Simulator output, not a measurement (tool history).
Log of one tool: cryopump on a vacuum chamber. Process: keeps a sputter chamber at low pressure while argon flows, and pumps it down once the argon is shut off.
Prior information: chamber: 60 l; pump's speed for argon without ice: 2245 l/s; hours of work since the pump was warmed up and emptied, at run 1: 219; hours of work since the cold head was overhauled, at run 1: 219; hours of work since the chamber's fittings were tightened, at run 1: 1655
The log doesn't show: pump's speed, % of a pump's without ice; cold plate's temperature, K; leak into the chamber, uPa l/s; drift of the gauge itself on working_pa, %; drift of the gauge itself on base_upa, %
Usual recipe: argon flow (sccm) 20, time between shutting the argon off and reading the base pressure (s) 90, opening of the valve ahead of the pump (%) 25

run,hour,argon flow (sccm),time between shutting the argon off and reading the base pressure (s),opening of the valve ahead of the pump (%),hours of work since the pump was warmed up and emptied,hours of work since the cold head was overhauled,hours of work since the chamber's fittings were tightened,pressure while argon flows (Pa),pressure after the wait (uPa)
1,0.0,20,90,25,219,219,1655,0.0621,1.00
2,11.8,20,90,25,228,228,1664,0.0614,1.04
3,24.3,15,90,25,237,237,1673,0.0469,1.03
4,36.5,20,45,25,245,245,1682,0.0618,1.26
5,57.9,20,45,25,261,261,1697,0.0627,1.25
6,78.0,10,45,25,275,275,1712,0.0318,1.25
7,98.7,10,45,25,290,290,1727,0.0305,1.28
8,114.9,20,82,25,302,302,1738,0.0626,1.08
9,142.2,20,90,31,322,322,1758,0.0510,1.03
10,163.0,20,90,24,337,337,1773,0.0660,1.10
11,186.0,20,90,25,353,353,1790,0.0631,1.09
12,204.5,20,90,25,367,367,1803,0.0624,1.10
13,215.9,20,90,25,375,375,1811,0.0628,1.10
14,231.2,20,90,25,386,386,1822,0.0628,1.14
15,251.3,20,90,25,400,400,1837,0.0637,1.13
16,271.6,20,90,25,415,415,1851,0.0635,1.14
17,293.3,20,90,25,431,431,1867,0.0641,1.15
18,314.7,20,90,40,446,446,1882,0.0410,1.18
19,341.9,20,90,40,466,466,1902,0.0412,1.18
20,363.8,37,257,40,482,482,1918,0.0778,1.01
21,384.2,11,32,28,496,496,1933,0.0313,1.68
22,404.7,11,32,20,511,511,1947,0.0442,1.64
23,427.1,22,90,32,527,527,1963,0.0551,1.21
24,447.9,22,90,31,542,542,1978,0.0584,1.29
# hour 454.9: leaking fittings of the chamber tightened, without venting
25,468.5,20,36,25,556,556,10,0.0653,0.84
26,486.8,20,36,25,569,569,23,0.0636,0.77
27,514.0,20,36,25,589,589,43,0.0655,0.83
28,525.8,34,90,25,597,597,51,0.1121,0.40
29,540.9,28,90,48,608,608,62,0.0514,0.46
30,554.8,39,35,25,618,618,72,0.1280,0.83
31,573.7,39,35,25,632,632,86,0.1280,0.80
# hour 601.4: pump warmed up, emptied and cooled again
32,606.2,39,35,25,4,651,106,0.1186,0.76
33,620.3,39,35,25,14,662,116,0.1181,0.75

For each run, the measured value with the value that run would have given without the tool's hidden condition subtracted. The run-to-run variation is shared by both, the gauge scatter possibly not:
run,pressure while argon flows (Pa),pressure after the wait (uPa)
1,+0.0016,+0.61
2,+0.0017,+0.63
3,+0.0012,+0.65
4,+0.0017,+0.63
5,+0.0019,+0.65
6,+0.0010,+0.67
7,+0.0011,+0.69
8,+0.0023,+0.67
9,+0.0025,+0.70
10,+0.0026,+0.71
11,+0.0027,+0.73
12,+0.0028,+0.73
13,+0.0029,+0.73
14,+0.0030,+0.75
15,+0.0031,+0.76
16,+0.0032,+0.77
17,+0.0034,+0.76
18,+0.0035,+0.77
19,+0.0037,+0.80
20,+0.0072,+0.80
21,+0.0022,+0.84
22,+0.0023,+0.84
23,+0.0048,+0.84
24,+0.0049,+0.89
25,+0.0047,+0.05
26,+0.0048,+0.05
27,+0.0050,+0.07
28,+0.0087,+0.07
29,+0.0074,+0.08
30,+0.0104,+0.09
31,+0.0108,+0.09
32,+0.0004,+0.04
33,+0.0005,+0.04
